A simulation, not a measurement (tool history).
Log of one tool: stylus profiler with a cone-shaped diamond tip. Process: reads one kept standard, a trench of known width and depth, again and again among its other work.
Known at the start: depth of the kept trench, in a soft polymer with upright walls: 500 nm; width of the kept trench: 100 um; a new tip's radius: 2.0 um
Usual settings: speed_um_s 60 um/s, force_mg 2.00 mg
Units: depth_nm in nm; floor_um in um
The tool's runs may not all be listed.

Run 1, day 0.000: usual settings. Result: depth_nm 502.58 nm, floor_um 97.03 um.
Run 2, day 5.612: usual settings. Result: depth_nm 502.47 nm, floor_um 97.12 um.
Run 3, day 9.238: usual settings. Result: depth_nm 502.55 nm, floor_um 97.09 um.
Run 4, day 13.804: usual settings. Result: depth_nm 502.43 nm, floor_um 97.09 um.
Run 5, day 17.429: usual settings. Result: depth_nm 502.48 nm, floor_um 97.13 um.
Run 6, day 22.371: usual settings but force_mg 0.80 mg. Result: depth_nm 501.46 nm, floor_um 96.90 um.
Run 7, day 25.954: usual settings but speed_um_s 29 um/s. Result: depth_nm 502.34 nm, floor_um 97.19 um.
Run 8, day 31.679: usual settings but speed_um_s 63 um/s. Result: depth_nm 502.52 nm, floor_um 97.05 um.
Run 9, day 35.038: usual settings but speed_um_s 63 um/s. Result: depth_nm 502.70 nm, floor_um 97.06 um.
Run 10, day 38.883: usual settings but speed_um_s 30 um/s. Result: depth_nm 502.41 nm, floor_um 97.21 um.
Run 11, day 42.079: usual settings but speed_um_s 30 um/s. Result: depth_nm 502.62 nm, floor_um 97.24 um.
Run 12, day 45.438: usual settings but speed_um_s 30 um/s, force_mg 1.17 mg. Result: depth_nm 501.80 nm, floor_um 97.15 um.
Run 13, day 48.508: usual settings. Result: depth_nm 502.37 nm, floor_um 97.09 um.
At day 50.596: height scale calibrated on a step standard.
Run 14, day 53.317: usual settings. Result: depth_nm 502.56 nm, floor_um 97.04 um.
Run 15, day 56.858: usual settings. Result: depth_nm 502.60 nm, floor_um 97.07 um.
Run 16, day 60.600: usual settings. Result: depth_nm 502.52 nm, floor_um 97.07 um.
Run 17, day 66.692: usual settings. Result: depth_nm 502.51 nm, floor_um 97.07 um.
Run 18, day 71.979: usual settings. Result: depth_nm 502.61 nm, floor_um 97.13 um.
Run 19, day 74.912: usual settings. Result: depth_nm 502.52 nm, floor_um 97.04 um.
Run 20, day 80.883: usual settings. Result: depth_nm 502.42 nm, floor_um 97.08 um.
Run 21, day 84.271: usual settings. Result: depth_nm 502.78 nm, floor_um 97.06 um.
Run 22, day 89.071: usual settings. Result: depth_nm 502.46 nm, floor_um 97.09 um.
Run 23, day 93.946: usual settings. Result: depth_nm 502.41 nm, floor_um 97.02 um.
Run 24, day 99.829: usual settings. Result: depth_nm 502.44 nm, floor_um 97.11 um.
Run 25, day 103.788: usual settings. Result: depth_nm 502.73 nm, floor_um 97.05 um.
Run 26, day 108.400: usual settings but speed_um_s 18 um/s, force_mg 0.73 mg. Result: depth_nm 501.25 nm, floor_um 97.21 um.
Run 27, day 111.462: usual settings but speed_um_s 26 um/s, force_mg 3.25 mg. Result: depth_nm 503.43 nm, floor_um 97.25 um.
Run 28, day 114.233: usual settings but speed_um_s 26 um/s, force_mg 3.25 mg. Result: depth_nm 503.29 nm, floor_um 97.27 um.
Run 29, day 116.808: usual settings but speed_um_s 229 um/s, force_mg 2.07 mg. Result: depth_nm 502.87 nm, floor_um 96.42 um.
Run 30, day 121.558: usual settings but speed_um_s 229 um/s, force_mg 2.07 mg. Result: depth_nm 502.70 nm, floor_um 96.41 um.
Run 31, day 124.967: usual settings but speed_um_s 139 um/s, force_mg 2.44 mg. Result: depth_nm 502.79 nm, floor_um 96.79 um.
Run 32, day 129.350: usual settings but speed_um_s 56 um/s, force_mg 2.23 mg. Result: depth_nm 502.67 nm, floor_um 97.04 um.
Run 33, day 131.996: usual settings but speed_um_s 56 um/s, force_mg 2.23 mg. Result: depth_nm 502.56 nm, floor_um 97.08 um.
Run 34, day 135.412: usual settings but speed_um_s 56 um/s, force_mg 2.23 mg. Result: depth_nm 502.72 nm, floor_um 97.07 um.
Run 35, day 138.175: usual settings but speed_um_s 56 um/s, force_mg 1.85 mg. Result: depth_nm 502.39 nm, floor_um 97.10 um.
Run 36, day 144.167: usual settings but speed_um_s 100 um/s, force_mg 0.70 mg. Result: depth_nm 501.43 nm, floor_um 96.60 um.
At day 145.175: height scale calibrated on a step standard.
Run 37, day 148.362: usual settings but speed_um_s 100 um/s, force_mg 0.70 mg. Result: depth_nm 501.18 nm, floor_um 96.58 um.
Run 38, day 152.617: usual settings but speed_um_s 87 um/s, force_mg 1.99 mg. Result: depth_nm 502.58 nm, floor_um 96.97 um.
Run 39, day 156.496: usual settings but speed_um_s 87 um/s, force_mg 1.99 mg. Result: depth_nm 502.53 nm, floor_um 97.01 um.
Run 40, day 160.683: usual settings but speed_um_s 87 um/s, force_mg 1.99 mg. Result: depth_nm 502.65 nm, floor_um 96.94 um.
Run 41, day 166.783: usual settings but speed_um_s 87 um/s, force_mg 1.99 mg. Result: depth_nm 502.29 nm, floor_um 96.93 um.
Run 42, day 170.888: usual settings but speed_um_s 87 um/s, force_mg 1.99 mg. Result: depth_nm 502.61 nm, floor_um 96.94 um.
Run 43, day 176.683: usual settings but speed_um_s 186 um/s, force_mg 1.78 mg. Result: depth_nm 502.06 nm, floor_um 96.49 um.
Run 44, day 180.979: usual settings but speed_um_s 139 um/s, force_mg 2.32 mg. Result: depth_nm 502.88 nm, floor_um 96.73 um.
Run 45, day 185.488: usual settings but speed_um_s 139 um/s, force_mg 2.32 mg. Result: depth_nm 502.85 nm, floor_um 96.77 um.
Run 46, day 189.008: usual settings but speed_um_s 17 um/s, force_mg 2.22 mg. Result: depth_nm 502.70 nm, floor_um 97.22 um.

4 ways to go on from here, each from the tool as it stands after run 46. What would each give?
Run A, day 191.662: usual settings but force_mg 0.90 mg. Result: depth_nm ?, floor_um ?.
Run B, day 191.662: usual settings but speed_um_s 17 um/s, force_mg 0.83 mg. Result: depth_nm ?, floor_um ?.
Run C, day 191.662: usual settings but speed_um_s 20 um/s, force_mg 5.41 mg. Result: depth_nm ?, floor_um ?.
Run D, day 191.662: usual settings but speed_um_s 16 um/s, force_mg 1.24 mg. Result: depth_nm ?, floor_um ?.

run  depth_nm  floor_um
  A    501.45     96.93
  B    501.37     97.23
  C    504.76     97.26
  D    501.90     97.27
Without the tool's hidden state the same runs would have given:
run  depth_nm  floor_um
  A    501.48     96.96
  B    501.40     97.26
  C    504.80     97.29
  D    501.93     97.30
